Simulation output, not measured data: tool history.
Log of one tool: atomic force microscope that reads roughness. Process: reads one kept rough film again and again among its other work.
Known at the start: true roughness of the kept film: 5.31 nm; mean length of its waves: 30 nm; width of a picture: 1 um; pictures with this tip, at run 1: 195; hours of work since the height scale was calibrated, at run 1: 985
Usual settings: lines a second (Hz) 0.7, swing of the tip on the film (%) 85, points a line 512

| run | hour | lines a second (Hz) | swing of the tip on the film (%) | points a line | pictures with this tip | hours of work since the height scale was calibrated | roughness of the kept film (nm (root mean square)) |
|---|---|---|---|---|---|---|---|
| 1 | 0 | 0.7 | 85 | 512 | 195 | 985 | 3.504 |
| 2 | 31.2 | 0.7 | 85 | 512 | 252 | 1009 | 3.409 |
| 3 | 56.4 | 0.7 | 85 | 512 | 298 | 1028 | 3.313 |
|  | 75.8 | new tip fitted |
| 4 | 88.9 | 0.7 | 85 | 512 | 24 | 1053 | 3.859 |
| 5 | 128.4 | 0.7 | 85 | 512 | 95 | 1083 | 3.691 |
| 6 | 151 | 0.7 | 85 | 512 | 136 | 1101 | 3.595 |
| 7 | 180.7 | 0.7 | 85 | 512 | 190 | 1124 | 3.508 |
| 8 | 214.6 | 0.7 | 85 | 512 | 252 | 1150 | 3.378 |
| 9 | 248.9 | 0.7 | 85 | 512 | 314 | 1176 | 3.256 |
|  | 256.9 | new tip fitted |
| 10 | 277.8 | 0.7 | 85 | 512 | 38 | 1198 | 3.885 |
| 11 | 305.5 | 0.7 | 85 | 512 | 88 | 1219 | 3.746 |
| 12 | 349.2 | 0.7 | 85 | 512 | 167 | 1253 | 3.597 |
| 13 | 385.7 | 0.7 | 74 | 512 | 234 | 1281 | 3.582 |
| 14 | 406 | 0.7 | 74 | 512 | 270 | 1297 | 3.533 |
|  | 440.9 | new tip fitted |
| 15 | 441.7 | 0.7 | 74 | 512 | 1 | 1324 | 4.139 |
| 16 | 485.3 | 3.494 | 85 | 512 | 81 | 1357 | 2.916 |
| 17 | 515.8 | 0.7 | 85 | 512 | 136 | 1381 | 3.699 |
| 18 | 549.1 | 0.7 | 80 | 512 | 197 | 1406 | 3.602 |
| 19 | 569.3 | 0.7 | 80 | 512 | 233 | 1422 | 3.552 |
| 20 | 596.1 | 0.7 | 85 | 512 | 282 | 1443 | 3.398 |
|  | 622.7 | new tip fitted |
| 21 | 631.3 | 0.7 | 85 | 512 | 16 | 1469 | 3.929 |
| 22 | 648.9 | 0.7 | 85 | 512 | 48 | 1483 | 3.864 |
| 23 | 681.8 | 0.7 | 85 | 512 | 108 | 1508 | 3.769 |
| 24 | 724.9 | 0.7 | 75 | 512 | 186 | 1541 | 3.714 |
| 25 | 757.3 | 0.7 | 85 | 512 | 245 | 1566 | 3.495 |
| 26 | 794.6 | 0.7 | 85 | 512 | 312 | 1595 | 3.34 |
|  | 803.5 | new tip fitted |
|  | 804.5 | height scale calibrated on a step standard |
| 27 | 838.2 | 3.542 | 74 | 324 | 61 | 26 | 3.348 |
| 28 | 877.3 | 3.542 | 73 | 520 | 132 | 56 | 3.281 |
| 29 | 905.5 | 1.142 | 85 | 512 | 183 | 78 | 3.465 |
| 30 | 948.7 | 0.667 | 71 | 871 | 261 | 111 | 3.625 |
| 31 | 980.2 | 1.354 | 61 | 279 | 319 | 135 | 3.492 |
|  | 987.3 | new tip fitted |
|  | 1000.4 | height scale calibrated on a step standard, once more |
| 32 | 1000.7 | 0.983 | 61 | 279 | 22 | 0 | 4.014 |
| 33 | 1020.1 | 0.983 | 62 | 542 | 57 | 15 | 3.939 |
| 34 | 1051.2 | 0.983 | 62 | 542 | 114 | 39 | 3.844 |
| 35 | 1089.7 | 1.986 | 82 | 512 | 184 | 69 | 3.164 |
| 36 | 1132.1 | 2.165 | 82 | 361 | 261 | 101 | 2.969 |
| 37 | 1158.5 | 2.165 | 82 | 361 | 309 | 122 | 2.879 |
|  | 1169.8 | new tip fitted |
| 38 | 1188.9 | 0.7 | 85 | 811 | 35 | 145 | 3.87 |
| 39 | 1209.3 | 2.846 | 75 | 792 | 72 | 160 | 3.378 |
| 40 | 1239.5 | 3.76 | 78 | 390 | 127 | 184 | 2.973 |
| 41 | 1283 | 0.559 | 85 | 316 | 206 | 217 | 3.551 |
| 42 | 1326.1 | 0.559 | 85 | 316 | 284 | 250 | 3.363 |
|  | 1353.8 | new tip fitted |
| 43 | 1354.7 | 3.041 | 72 | 692 | 1 | 272 | 3.618 |
| 44 | 1393.1 | 3.041 | 72 | 692 | 71 | 301 | 3.453 |
| 45 | 1427.8 | 1.236 | 85 | 791 | 134 | 328 | 3.449 |
| 46 | 1457 | 1.236 | 85 | 791 | 187 | 351 | 3.354 |
| 47 | 1490.5 | 1.236 | 85 | 871 | 248 | 376 | 3.254 |
| 48 | 1533.5 | 2.738 | 85 | 871 | 326 | 410 | 2.685 |
|  | 1536.9 | new tip fitted |
| 49 | 1563.7 | 0.541 | 85 | 1008 | 49 | 432 | 3.912 |
| 50 | 1596.5 | 0.541 | 85 | 1008 | 108 | 458 | 3.78 |
| 51 | 1635 | 1.59 | 61 | 1008 | 178 | 487 | 3.637 |

Forecast run 52:
| 52 | 1659.8 | 0.587 | 64 | 285 | 223 | 506 | ? |

{"run 52": {"roughness of the kept film (nm (root mean square))": 3.639}}
Without the tool's hidden state the same run would have given roughness of the kept film (nm (root mean square)) 4.165.
